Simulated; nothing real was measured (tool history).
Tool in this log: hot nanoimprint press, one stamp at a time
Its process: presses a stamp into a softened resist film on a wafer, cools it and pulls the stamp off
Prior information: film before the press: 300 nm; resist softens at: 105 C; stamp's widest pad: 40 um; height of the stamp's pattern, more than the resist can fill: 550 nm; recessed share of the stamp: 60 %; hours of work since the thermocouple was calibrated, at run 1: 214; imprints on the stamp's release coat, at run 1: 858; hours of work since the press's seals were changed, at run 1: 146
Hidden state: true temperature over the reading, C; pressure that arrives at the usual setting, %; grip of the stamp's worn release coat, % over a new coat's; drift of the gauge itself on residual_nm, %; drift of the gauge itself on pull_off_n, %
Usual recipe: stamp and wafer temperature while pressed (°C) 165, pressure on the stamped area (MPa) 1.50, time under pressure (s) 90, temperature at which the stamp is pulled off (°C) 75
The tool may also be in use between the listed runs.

run,day,stamp and wafer temperature while pressed (°C),pressure on the stamped area (MPa),time under pressure (s),temperature at which the stamp is pulled off (°C),hours of work since the thermocouple was calibrated,imprints on the stamp's release coat,hours of work since the press's seals were changed,resist left under the stamp's widest pad (Å),greatest force while the stamp is pulled off (N)
1,0.000,165,1.50,90,75,214,858,146,1496,313
2,1.967,155,1.50,90,75,237,927,169,2049,310
# day 3.204: stamp cleaned and given a new release coat
3,4.212,155,1.50,90,75,260,35,192,2049,221
# day 5.258: plate thermocouple calibrated
4,5.296,165,1.94,90,75,0,69,203,1274,211
5,7.508,165,1.94,90,75,26,146,229,1273,229
6,9.033,165,1.94,90,75,44,200,246,1272,232
7,10.025,169,1.50,90,75,55,235,258,1271,247
8,12.075,169,1.50,90,75,79,307,282,1260,250
9,13.792,165,1.50,90,76,99,367,302,1439,236
# day 14.175: plate thermocouple calibrated, once more
10,14.958,165,1.50,90,76,9,404,314,1558,261
11,16.588,165,1.50,169,75,28,461,333,1255,269
12,17.833,165,1.50,169,75,42,505,347,1251,292
13,19.838,165,1.50,90,61,66,575,370,1547,401
14,21.150,165,1.50,90,61,81,621,386,1539,405
15,22.758,165,1.50,90,61,100,677,404,1545,418
16,24.346,165,1.50,90,61,118,733,423,1536,432
17,26.012,165,1.35,90,65,137,792,442,1611,397
18,27.571,165,1.35,90,65,156,846,460,1615,422
19,29.012,165,1.35,90,65,172,897,477,1606,410
20,29.988,154,1.61,48,66,184,931,488,2384,410
# day 31.029: stamp cleaned and given a new release coat
21,31.621,154,1.02,175,63,200,21,504,2085,291
22,32.558,154,1.02,64,63,211,54,515,2523,297
23,33.896,163,1.50,62,68,226,101,531,1818,277
24,34.896,163,1.67,62,82,238,136,542,1736,179
25,36.142,163,1.05,74,73,252,180,557,1981,252
# day 37.871: plate thermocouple calibrated
26,38.171,165,2.28,61,80,3,246,579,1478,216
27,40.383,165,1.49,61,80,29,324,605,1771,215
28,41.704,159,1.50,77,75,44,370,620,1986,261
29,43.121,166,1.50,90,75,61,420,636,1509,275
30,44.208,166,1.50,90,75,74,458,649,1516,283

Entry by entry between the runs, the difference in hidden state between the last listed run before and the first listed run after:
In the gap between runs 2 and 3: stamp cleaned and given a new release coat (day 3.204)
  true temperature over the reading, C: 1.03 -> 1.13; pressure that arrives at the usual setting, %: 98.8 -> 98.64; grip of the stamp's worn release coat, % over a new coat's: 49.1 -> 1.7
  measured less the result without the state, resist left under the stamp's widest pad (Å): -52 -> -56; greatest force while the stamp is pulled off (N): +96 -> -4
In the gap between runs 3 and 4: plate thermocouple calibrated (day 5.258)
  true temperature over the reading, C: 1.13 -> 1.83; pressure that arrives at the usual setting, %: 98.64 -> 98.57; grip of the stamp's worn release coat, % over a new coat's: 1.7 -> 3.3
  measured less the result without the state, resist left under the stamp's widest pad (Å): -56 -> -73; greatest force while the stamp is pulled off (N): -4 -> -4
In the gap between runs 9 and 10: plate thermocouple calibrated, once more (day 14.175)
  true temperature over the reading, C: 2.27 -> -0.12; pressure that arrives at the usual setting, %: 97.85 -> 97.76; grip of the stamp's worn release coat, % over a new coat's: 18.3 -> 20.2
  measured less the result without the state, resist left under the stamp's widest pad (Å): -96 -> +23; greatest force while the stamp is pulled off (N): +22 -> +45
In the gap between runs 20 and 21: stamp cleaned and given a new release coat (day 31.029)
  true temperature over the reading, C: 0.62 -> 0.69; pressure that arrives at the usual setting, %: 96.46 -> 96.35; grip of the stamp's worn release coat, % over a new coat's: 49.3 -> 1
  measured less the result without the state, resist left under the stamp's widest pad (Å): -7 -> -23; greatest force while the stamp is pulled off (N): +132 -> -2
In the gap between runs 25 and 26: plate thermocouple calibrated (day 37.871)
  true temperature over the reading, C: 0.92 -> -0.22; pressure that arrives at the usual setting, %: 95.97 -> 95.81; grip of the stamp's worn release coat, % over a new coat's: 8.8 -> 12.1
  measured less the result without the state, resist left under the stamp's widest pad (Å): -27 -> +59; greatest force while the stamp is pulled off (N): +14 -> +25
